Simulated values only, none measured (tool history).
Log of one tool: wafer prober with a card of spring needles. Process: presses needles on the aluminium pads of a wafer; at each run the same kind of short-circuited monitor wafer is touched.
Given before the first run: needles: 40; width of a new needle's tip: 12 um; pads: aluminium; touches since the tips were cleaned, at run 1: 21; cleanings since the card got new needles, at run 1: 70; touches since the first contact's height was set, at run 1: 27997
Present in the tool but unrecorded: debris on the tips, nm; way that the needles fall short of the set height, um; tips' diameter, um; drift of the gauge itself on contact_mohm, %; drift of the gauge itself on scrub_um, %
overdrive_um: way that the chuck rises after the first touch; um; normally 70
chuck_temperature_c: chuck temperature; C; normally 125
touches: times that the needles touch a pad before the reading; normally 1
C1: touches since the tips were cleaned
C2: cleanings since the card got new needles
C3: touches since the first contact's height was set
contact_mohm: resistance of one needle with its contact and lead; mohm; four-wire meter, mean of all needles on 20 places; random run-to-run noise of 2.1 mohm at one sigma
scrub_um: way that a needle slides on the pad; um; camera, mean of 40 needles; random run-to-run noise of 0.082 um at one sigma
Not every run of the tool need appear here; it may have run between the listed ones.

run 1 day=0.000 | overdrive_um=70 chuck_temperature_c=125 touches=1 | C1=21 C2=70 C3=27997 | contact_mohm=236 scrub_um=15.87
-- day=0.454 tips cleaned on abrasive film
-- day=0.933 tips cleaned on abrasive film
-- day=1.408 tips cleaned on abrasive film
run 2 day=1.408 | overdrive_um=70 chuck_temperature_c=125 touches=1 | C1=0 C2=73 C3=34115 | contact_mohm=232 scrub_um=15.92
-- day=1.879 tips cleaned on abrasive film
run 3 day=2.162 | overdrive_um=57 chuck_temperature_c=125 touches=1 | C1=1246 C2=74 C3=37398 | contact_mohm=235 scrub_um=12.81
-- day=2.308 tips cleaned on abrasive film
-- day=2.712 tips cleaned on abrasive film
-- day=3.183 tips cleaned on abrasive film
run 4 day=3.342 | overdrive_um=70 chuck_temperature_c=81 touches=1 | C1=687 C2=77 C3=42494 | contact_mohm=222 scrub_um=15.80
-- day=3.617 tips cleaned on abrasive film
-- day=4.088 tips cleaned on abrasive film
-- day=4.504 tips cleaned on abrasive film
-- day=4.962 tips cleaned on abrasive film
run 5 day=5.100 | overdrive_um=70 chuck_temperature_c=125 touches=1 | C1=600 C2=81 C3=50127 | contact_mohm=233 scrub_um=15.94
-- day=5.404 tips cleaned on abrasive film
-- day=5.879 tips cleaned on abrasive film
run 6 day=6.008 | overdrive_um=70 chuck_temperature_c=125 touches=1 | C1=581 C2=83 C3=54075 | contact_mohm=234 scrub_um=15.84
-- day=6.300 tips cleaned on abrasive film
-- day=6.779 tips cleaned on abrasive film
run 7 day=6.783 | overdrive_um=70 chuck_temperature_c=125 touches=1 | C1=25 C2=85 C3=57430 | contact_mohm=233 scrub_um=15.81
-- day=7.258 tips cleaned on abrasive film
-- day=7.742 tips cleaned on abrasive film
-- day=8.192 tips cleaned on abrasive film
run 8 day=8.425 | overdrive_um=70 chuck_temperature_c=125 touches=1 | C1=1023 C2=88 C3=64551 | contact_mohm=233 scrub_um=15.87
-- day=8.604 tips cleaned on abrasive film
-- day=9.096 tips cleaned on abrasive film
-- day=9.508 tips cleaned on abrasive film
run 9 day=9.508 | overdrive_um=70 chuck_temperature_c=125 touches=1 | C1=0 C2=91 C3=69245 | contact_mohm=238 scrub_um=15.87
-- day=9.912 tips cleaned on abrasive film
-- day=10.392 tips cleaned on abrasive film
-- day=10.858 tips cleaned on abrasive film
run 10 day=10.975 | overdrive_um=70 chuck_temperature_c=41 touches=1 | C1=514 C2=94 C3=75613 | contact_mohm=214 scrub_um=15.93
-- day=11.329 tips cleaned on abrasive film
-- day=11.733 tips cleaned on abrasive film
run 11 day=11.733 | overdrive_um=70 chuck_temperature_c=41 touches=1 | C1=0 C2=96 C3=78900 | contact_mohm=213 scrub_um=15.94
-- day=12.204 tips cleaned on abrasive film
-- day=12.683 tips cleaned on abrasive film
run 12 day=12.708 | overdrive_um=70 chuck_temperature_c=41 touches=1 | C1=111 C2=98 C3=83122 | contact_mohm=212 scrub_um=16.03
-- day=13.083 tips cleaned on abrasive film
-- day=13.492 tips cleaned on abrasive film
run 13 day=13.492 | overdrive_um=70 chuck_temperature_c=41 touches=1 | C1=0 C2=100 C3=86521 | contact_mohm=212 scrub_um=15.99
-- day=13.996 tips cleaned on abrasive film
-- day=14.400 tips cleaned on abrasive film
run 14 day=14.783 | overdrive_um=65 chuck_temperature_c=125 touches=1 | C1=1690 C2=102 C3=92144 | contact_mohm=235 scrub_um=14.78
-- day=14.888 tips cleaned on abrasive film
-- day=15.362 tips cleaned on abrasive film
-- day=15.808 tips cleaned on abrasive film
-- day=16.304 tips cleaned on abrasive film
run 15 day=16.304 | overdrive_um=65 chuck_temperature_c=80 touches=1 | C1=0 C2=106 C3=98723 | contact_mohm=224 scrub_um=14.84
-- day=16.779 tips cleaned on abrasive film
-- day=17.283 tips cleaned on abrasive film
-- day=17.758 tips cleaned on abrasive film
run 16 day=17.883 | overdrive_um=71 chuck_temperature_c=30 touches=2 | C1=543 C2=109 C3=105585 | contact_mohm=213 scrub_um=16.16
-- day=18.175 tips cleaned on abrasive film
-- day=18.642 tips cleaned on abrasive film
-- day=19.138 tips cleaned on abrasive film
run 17 day=19.283 | overdrive_um=71 chuck_temperature_c=30 touches=2 | C1=637 C2=112 C3=111655 | contact_mohm=209 scrub_um=16.25
-- day=19.588 tips cleaned on abrasive film
-- day=20.067 tips cleaned on abrasive film
-- day=20.542 tips cleaned on abrasive film
run 18 day=20.750 | overdrive_um=65 chuck_temperature_c=28 touches=3 | C1=917 C2=115 C3=118032 | contact_mohm=213 scrub_um=14.93
-- day=20.862 height of the first contact set anew
-- day=21.050 tips cleaned on abrasive film
-- day=21.542 tips cleaned on abrasive film
run 19 day=21.821 | overdrive_um=71 chuck_temperature_c=30 touches=1 | C1=1230 C2=117 C3=4162 | contact_mohm=209 scrub_um=16.40
-- day=22.004 tips cleaned on abrasive film
-- day=22.471 tips cleaned on abrasive film
-- day=22.875 tips cleaned on abrasive film
run 20 day=22.875 | overdrive_um=77 chuck_temperature_c=72 touches=3 | C1=0 C2=120 C3=8715 | contact_mohm=225 scrub_um=17.51
-- day=23.279 tips cleaned on abrasive film
-- day=23.679 tips cleaned on abrasive film
run 21 day=23.967 | overdrive_um=77 chuck_temperature_c=72 touches=3 | C1=1258 C2=122 C3=13471 | contact_mohm=221 scrub_um=17.74
-- day=24.175 tips cleaned on abrasive film
-- day=24.658 tips cleaned on abrasive film
-- day=25.150 tips cleaned on abrasive film
run 22 day=25.358 | overdrive_um=87 chuck_temperature_c=76 touches=1 | C1=910 C2=125 C3=19502 | contact_mohm=221 scrub_um=20.08
-- day=25.554 tips cleaned on abrasive film
-- day=26.038 tips cleaned on abrasive film
-- day=26.512 tips cleaned on abrasive film
run 23 day=26.804 | overdrive_um=87 chuck_temperature_c=76 touches=1 | C1=1277 C2=128 C3=25782 | contact_mohm=222 scrub_um=20.18
-- day=27.008 tips cleaned on abrasive film
-- day=27.458 tips cleaned on abrasive film
-- day=27.862 tips cleaned on abrasive film
run 24 day=28.062 | overdrive_um=70 chuck_temperature_c=39 touches=2 | C1=871 C2=131 C3=31229 | contact_mohm=211 scrub_um=16.03
-- day=28.346 tips cleaned on abrasive film
-- day=28.838 tips cleaned on abrasive film
-- day=29.325 tips cleaned on abrasive film
run 25 day=29.429 | overdrive_um=51 chuck_temperature_c=32 touches=1 | C1=469 C2=134 C3=37166 | contact_mohm=215 scrub_um=11.87
-- day=29.729 tips cleaned on abrasive film
-- day=30.233 tips cleaned on abrasive film
-- day=30.725 tips cleaned on abrasive film
run 26 day=30.875 | overdrive_um=61 chuck_temperature_c=55 touches=2 | C1=653 C2=137 C3=43435 | contact_mohm=214 scrub_um=14.02
-- day=31.162 tips cleaned on abrasive film
-- day=31.654 tips cleaned on abrasive film
-- day=32.054 tips cleaned on abrasive film
run 27 day=32.412 | overdrive_um=67 chuck_temperature_c=114 touches=1 | C1=1559 C2=140 C3=50113 | contact_mohm=230 scrub_um=15.44
-- day=32.517 tips cleaned on abrasive film
-- day=33.000 tips cleaned on abrasive film
-- day=33.467 tips cleaned on abrasive film
-- day=33.867 tips cleaned on abrasive film
run 28 day=34.183 | overdrive_um=67 chuck_temperature_c=110 touches=1 | C1=1387 C2=144 C3=57803 | contact_mohm=235 scrub_um=15.47

What if the next run were any one of these 3? Each begins from the tool's condition after run 28:
-- day=34.288 tips cleaned on abrasive film
-- day=34.762 tips cleaned on abrasive film
run A day=34.938 | overdrive_um=50 chuck_temperature_c=26 touches=2 | C1=764 C2=146 C3=61062 | contact_mohm=? scrub_um=?
-- day=34.288 tips cleaned on abrasive film
-- day=34.762 tips cleaned on abrasive film
run B day=34.938 | overdrive_um=70 chuck_temperature_c=51 touches=3 | C1=764 C2=146 C3=61062 | contact_mohm=? scrub_um=?
-- day=34.288 tips cleaned on abrasive film
-- day=34.762 tips cleaned on abrasive film
run C day=34.938 | overdrive_um=74 chuck_temperature_c=125 touches=1 | C1=764 C2=146 C3=61062 | contact_mohm=? scrub_um=?

run=A contact_mohm=212 scrub_um=11.65
run=B contact_mohm=214 scrub_um=16.22
run=C contact_mohm=236 scrub_um=16.97
Take away the tool's hidden state, keep each run's random variation, and the runs would have read:
run=A contact_mohm=211 scrub_um=11.42
run=B contact_mohm=214 scrub_um=15.90
run=C contact_mohm=236 scrub_um=16.64

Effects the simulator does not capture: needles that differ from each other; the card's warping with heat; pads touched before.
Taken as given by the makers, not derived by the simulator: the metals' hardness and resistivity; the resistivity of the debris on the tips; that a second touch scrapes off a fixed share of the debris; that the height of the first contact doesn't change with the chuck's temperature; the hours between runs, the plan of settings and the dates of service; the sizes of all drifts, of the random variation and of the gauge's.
